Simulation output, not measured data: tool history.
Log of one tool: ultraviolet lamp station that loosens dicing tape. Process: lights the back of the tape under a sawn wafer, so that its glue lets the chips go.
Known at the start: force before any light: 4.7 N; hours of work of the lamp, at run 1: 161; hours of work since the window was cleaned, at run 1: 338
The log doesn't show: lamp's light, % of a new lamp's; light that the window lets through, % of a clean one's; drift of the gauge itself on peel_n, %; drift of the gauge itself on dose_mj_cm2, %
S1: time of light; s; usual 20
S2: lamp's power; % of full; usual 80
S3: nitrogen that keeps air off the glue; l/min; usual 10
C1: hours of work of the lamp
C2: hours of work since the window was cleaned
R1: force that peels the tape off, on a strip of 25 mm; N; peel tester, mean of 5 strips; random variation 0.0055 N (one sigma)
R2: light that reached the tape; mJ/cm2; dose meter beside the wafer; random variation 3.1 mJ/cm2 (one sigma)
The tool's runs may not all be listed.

run	day	S1	S2	S3	C1	C2	R1	R2
1	0.000	20	80	10	161	338	0.123	485
2	1.821	20	80	10	184	361	0.110	482
3	3.138	20	80	10	201	377	0.110	487
4	5.000	20	80	10	224	401	0.115	484
5	6.896	20	80	10	248	425	0.106	483
6	8.804	20	80	10	273	449	0.109	488
7	10.612	20	80	10	296	472	0.111	483
8	12.333	20	80	10	317	494	0.121	481
9	14.758	20	80	10	348	525	0.114	488
10	16.196	20	80	10	366	543	0.114	480
11	17.692	20	80	14	385	562	0.099	484
12	19.904	20	80	10	413	590	0.116	483
13	22.554	20	80	10	447	623	0.128	482
14	25.088	20	80	10	479	655	0.118	481
# day 26.696: window cleaned of glue's vapour
15	26.733	20	80	10	499	0	0.114	483
16	28.783	20	80	4	525	26	0.246	486
17	30.533	20	80	4	547	49	0.252	487
18	31.725	20	67	10	563	64	0.154	407
19	32.946	20	67	10	578	79	0.167	403
20	35.125	20	67	10	606	107	0.157	403
21	36.842	20	67	10	627	128	0.158	404
22	39.117	20	67	10	656	157	0.158	402
23	41.592	20	67	10	687	189	0.153	408
24	43.821	32	83	6	716	217	0.092	801
25	46.458	20	80	10	749	250	0.119	482
26	47.933	22	87	10	768	269	0.101	579
27	49.354	22	87	10	786	287	0.102	585
28	51.400	14	93	7	812	313	0.218	389
29	53.138	20	80	8	834	335	0.137	485
30	54.212	13	81	17	847	348	0.171	319
31	55.312	13	81	17	861	362	0.173	315
32	56.808	13	81	17	880	381	0.169	315
33	58.850	13	81	17	906	407	0.168	317
34	60.283	13	81	17	924	425	0.160	320
35	62.454	32	86	10	951	453	0.086	835
36	64.150	19	72	10	973	474	0.139	418
37	66.050	24	79	6	997	498	0.133	570
38	67.538	29	79	6	1016	517	0.093	687
39	69.200	29	79	6	1037	538	0.096	690
40	71.217	32	79	8	1062	564	0.081	760
41	73.446	30	100	11	1091	592	0.086	900
42	74.988	40	78	3	1110	611	0.081	942

3 ways to go on from here, each from the tool as it stands after run 42. What would each give?
A	76.775	20	62	10	1133	634	?	?
B	76.775	23	66	8	1133	634	?	?
C	76.775	18	80	3	1133	634	?	?

run	R1	R2
A	0.184	372
B	0.140	458
C	0.410	433
Without the tool's hidden state the same runs would have given:
run	R1	R2
A	0.182	374
B	0.138	460
C	0.406	435
